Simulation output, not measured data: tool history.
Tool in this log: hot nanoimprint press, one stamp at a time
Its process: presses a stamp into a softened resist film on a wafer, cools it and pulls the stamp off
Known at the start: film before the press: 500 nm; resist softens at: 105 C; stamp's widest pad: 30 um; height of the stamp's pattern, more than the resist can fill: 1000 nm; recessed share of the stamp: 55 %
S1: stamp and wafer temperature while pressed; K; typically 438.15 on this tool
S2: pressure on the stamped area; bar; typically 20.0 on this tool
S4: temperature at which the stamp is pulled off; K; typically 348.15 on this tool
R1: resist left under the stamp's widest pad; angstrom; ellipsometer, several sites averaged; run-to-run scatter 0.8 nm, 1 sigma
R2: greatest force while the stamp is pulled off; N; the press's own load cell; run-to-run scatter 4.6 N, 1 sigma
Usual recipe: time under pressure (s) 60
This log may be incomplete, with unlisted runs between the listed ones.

Run 1, hour 0.0: usual settings. Result: R1 3015 angstrom, R2 237 N.
Run 2, hour 51.1: usual settings but time under pressure (s) 46. Result: R1 3268 angstrom, R2 261 N.
Run 3, hour 82.5: usual settings but time under pressure (s) 46. Result: R1 3271 angstrom, R2 266 N.
Run 4, hour 116.3: usual settings but S1 442.15 K, time under pressure (s) 46. Result: R1 2754 angstrom, R2 270 N.
Run 5, hour 157.1: usual settings but S1 442.15 K, time under pressure (s) 46. Result: R1 2748 angstrom, R2 277 N.
Run 6, hour 187.0: usual settings but S1 442.15 K, time under pressure (s) 46. Result: R1 2775 angstrom, R2 274 N.
Run 7, hour 240.2: usual settings. Result: R1 3057 angstrom, R2 301 N.
At hour 257.3: stamp cleaned and given a new release coat.
Run 8, hour 289.7: usual settings but S2 20.7 bar. Result: R1 3036 angstrom, R2 239 N.
Run 9, hour 334.3: usual settings but S2 13.2 bar. Result: R1 3528 angstrom, R2 252 N.
At hour 348.9: plate thermocouple calibrated.
Run 10, hour 383.0: usual settings but S2 13.2 bar. Result: R1 3552 angstrom, R2 256 N.
At hour 405.0: press's hydraulic seals changed and the load cell set to zero.
Run 11, hour 413.6: usual settings but S2 16.8 bar. Result: R1 3256 angstrom, R2 257 N.
At hour 452.4: plate thermocouple calibrated, once more.
Run 12, hour 460.6: usual settings but S2 16.8 bar. Result: R1 3146 angstrom, R2 268 N.
Run 13, hour 499.7: usual settings but S2 26.6 bar. Result: R1 2625 angstrom, R2 269 N.
Run 14, hour 531.0: usual settings. Result: R1 2946 angstrom, R2 275 N.
Run 15, hour 561.2: usual settings. Result: R1 2959 angstrom, R2 289 N.
Run 16, hour 596.9: usual settings but S1 437.15 K, S4 350.15 K. Result: R1 3096 angstrom, R2 281 N.
At hour 606.5: stamp cleaned and given a new release coat.
Run 17, hour 635.7: usual settings but S1 437.15 K, S2 13.1 bar, time under pressure (s) 52, S4 355.15 K. Result: R1 3717 angstrom, R2 211 N.
Run 18, hour 687.3: usual settings but S1 437.15 K, S2 13.1 bar, time under pressure (s) 52, S4 355.15 K. Result: R1 3701 angstrom, R2 210 N.
Run 19, hour 738.3: usual settings but S1 444.15 K, S2 14.0 bar, time under pressure (s) 96, S4 352.15 K. Result: R1 2209 angstrom, R2 238 N.
Run 20, hour 763.7: usual settings but S1 444.15 K, S2 14.0 bar, time under pressure (s) 96, S4 352.15 K. Result: R1 2210 angstrom, R2 242 N.
Run 21, hour 803.2: usual settings but S1 444.15 K, S2 14.0 bar, time under pressure (s) 96, S4 352.15 K. Result: R1 2219 angstrom, R2 243 N.
Run 22, hour 848.1: usual settings but S2 13.6 bar, time under pressure (s) 37, S4 344.15 K. Result: R1 3830 angstrom, R2 303 N.
Run 23, hour 883.2: usual settings but S2 13.6 bar, time under pressure (s) 37, S4 344.15 K. Result: R1 3855 angstrom, R2 301 N.
At hour 940.5: stamp cleaned and given a new release coat.
Run 24, hour 940.5: usual settings but S1 449.15 K, S2 13.6 bar, time under pressure (s) 42, S4 344.15 K. Result: R1 2420 angstrom, R2 244 N.
Run 25, hour 980.3: usual settings but S1 434.15 K, S2 23.7 bar, S4 336.15 K. Result: R1 3426 angstrom, R2 278 N.
At hour 993.4: plate thermocouple calibrated.
Run 26, hour 1026.0: usual settings but S1 434.15 K, S2 23.7 bar, S4 336.15 K. Result: R1 3388 angstrom, R2 281 N.
Run 27, hour 1048.1: usual settings but S1 434.15 K, S2 23.7 bar, S4 336.15 K. Result: R1 3378 angstrom, R2 309 N.
Run 28, hour 1084.7: usual settings but S2 13.6 bar, S4 336.15 K. Result: R1 3449 angstrom, R2 286 N.
Run 29, hour 1126.0: usual settings but S2 13.6 bar, S4 336.15 K. Result: R1 3445 angstrom, R2 313 N.
Run 30, hour 1176.0: usual settings but S1 429.15 K, S2 13.6 bar, time under pressure (s) 46, S4 338.15 K. Result: R1 4589 angstrom, R2 318 N.

Alternative continuations, all from the tool just after run 30; predict every row:
Run A, hour 1213.8: usual settings but S1 437.15 K, S2 13.6 bar, time under pressure (s) 34, S4 356.15 K. Result: R1 ?, R2 ?.
Run B, hour 1213.8: usual settings but S4 340.15 K. Result: R1 ?, R2 ?.
Run C, hour 1213.8: usual settings but time under pressure (s) 69. Result: R1 ?, R2 ?.
Run D, hour 1213.8: usual settings but S1 430.15 K, S2 15.8 bar, time under pressure (s) 46, S4 355.15 K. Result: R1 ?, R2 ?.

run    R1   R2
  A  4048  248
  B  3030  318
  C  2926  279
  D  4423  254
Stripped of hidden state, with their random variation kept, the same runs would have yielded:
run    R1   R2
  A  3999  196
  B  2954  251
  C  2850  221
  D  4385  201
